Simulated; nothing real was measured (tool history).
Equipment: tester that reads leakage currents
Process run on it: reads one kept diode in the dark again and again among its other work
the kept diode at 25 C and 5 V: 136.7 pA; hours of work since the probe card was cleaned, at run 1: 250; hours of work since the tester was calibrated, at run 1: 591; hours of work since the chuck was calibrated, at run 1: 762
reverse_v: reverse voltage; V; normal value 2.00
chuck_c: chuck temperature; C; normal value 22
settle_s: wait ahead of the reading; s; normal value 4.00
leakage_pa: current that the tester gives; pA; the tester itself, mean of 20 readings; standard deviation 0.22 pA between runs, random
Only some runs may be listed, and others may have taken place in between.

run	hour	reverse_v	chuck_c	settle_s	hours of work since the probe card was cleaned	hours of work since the tester was calibrated	hours of work since the chuck was calibrated	leakage_pa
1	0.0	2.00	22	4.00	250	591	762	64.98
2	40.0	2.00	22	4.00	267	608	780	65.48
3	62.0	10.90	22	4.00	277	618	789	141.74
4	104.1	2.00	22	4.00	295	636	808	64.65
5	147.4	1.18	22	4.00	314	655	827	50.95
6	179.1	2.00	22	4.00	328	669	840	64.58
7	200.5	2.00	22	4.00	337	678	850	64.75
8	219.4	2.00	22	0.88	345	686	858	64.73
9	240.2	12.82	22	4.00	354	695	867	150.72
10	274.9	5.08	34	4.49	369	710	882	256.94
11	293.4	5.08	34	4.49	377	718	890	257.95
12	323.6	5.33	22	3.30	391	732	903	100.75
13	347.9	5.33	54	3.30	401	742	914	1114.79
14	382.8	1.01	53	3.43	416	757	929	490.93
15	419.5	5.07	27	3.43	432	773	945	147.04
16	458.5	5.07	27	3.43	449	790	962	146.63

Each row is a separate what-if for the run after 16, all from the same tool condition, not one after another. Results?
A	492.7	2.00	35	5.20	464	805	977	?
B	492.7	15.20	22	0.47	464	805	977	?
C	492.7	2.00	22	0.57	464	805	977	?
D	492.7	16.37	46	3.15	464	805	977	?
E	492.7	12.59	22	1.59	464	805	977	?

run	leakage_pa
A	180.88
B	169.66
C	64.81
D	1057.58
E	150.40
Without the tool's hidden state the same runs would have given:
run	leakage_pa
A	199.32
B	185.46
C	71.73
D	1157.05
E	165.13

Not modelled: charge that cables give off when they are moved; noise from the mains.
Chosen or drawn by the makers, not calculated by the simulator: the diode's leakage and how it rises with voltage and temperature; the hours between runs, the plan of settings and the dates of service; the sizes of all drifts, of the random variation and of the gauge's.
